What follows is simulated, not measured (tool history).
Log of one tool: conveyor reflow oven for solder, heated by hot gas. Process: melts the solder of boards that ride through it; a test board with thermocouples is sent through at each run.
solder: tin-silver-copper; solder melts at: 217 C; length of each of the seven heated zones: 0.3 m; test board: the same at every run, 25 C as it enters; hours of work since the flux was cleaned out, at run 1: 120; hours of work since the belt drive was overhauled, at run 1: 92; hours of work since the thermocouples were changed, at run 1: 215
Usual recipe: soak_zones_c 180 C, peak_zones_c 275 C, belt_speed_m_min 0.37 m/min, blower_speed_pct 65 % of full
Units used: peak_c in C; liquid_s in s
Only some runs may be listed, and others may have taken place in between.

run,hour,soak_zones_c,peak_zones_c,belt_speed_m_min,blower_speed_pct,hours of work since the flux was cleaned out,hours of work since the belt drive was overhauled,hours of work since the thermocouples were changed,peak_c,liquid_s
1,0,180,275,0.37,65,120,92,215,258.6,79.5
2,8.2,180,275,0.37,65,125,97,220,258.5,80.8
3,17.9,180,275,0.37,65,131,102,226,258.6,79.9
4,28,180,275,0.37,65,137,109,232,258.4,80
5,35.5,180,275,0.37,65,141,113,237,258.3,80.5
6,45.2,175,275,0.37,65,147,119,243,257.4,77.4
7,55.6,175,275,0.37,65,154,126,249,257.3,76.6
8,65.2,175,275,0.37,65,159,131,255,257.3,76.8
9,76,169,283,0.333,65,166,138,262,266.8,90.6
10,83.6,193,275,0.352,65,171,143,266,261.9,95
11,93.6,177,288,0.37,65,177,149,273,268.6,85.9
12,100,177,288,0.37,65,181,153,276,268.6,86.4

Had the tool no unlogged condition, and each run kept its random variation, what would the results have been?
Hidden state at play: heat that the gas passes to the board, % of a clean oven's; belt's true speed, % of the reading; true gas temperature in zones 6 and 7 over the reading, C; drift of the gauge itself on peak_c, C; drift of the gauge itself on liquid_s, %.
run,peak_c,liquid_s
1,259.4,80.4
2,259.3,81.7
3,259.5,80.8
4,259.3,81
5,259.3,81.5
6,258.5,78.6
7,258.5,77.8
8,258.5,78.1
9,268,91.5
10,262.8,95.6
11,270.1,86.7
12,270.1,87.3
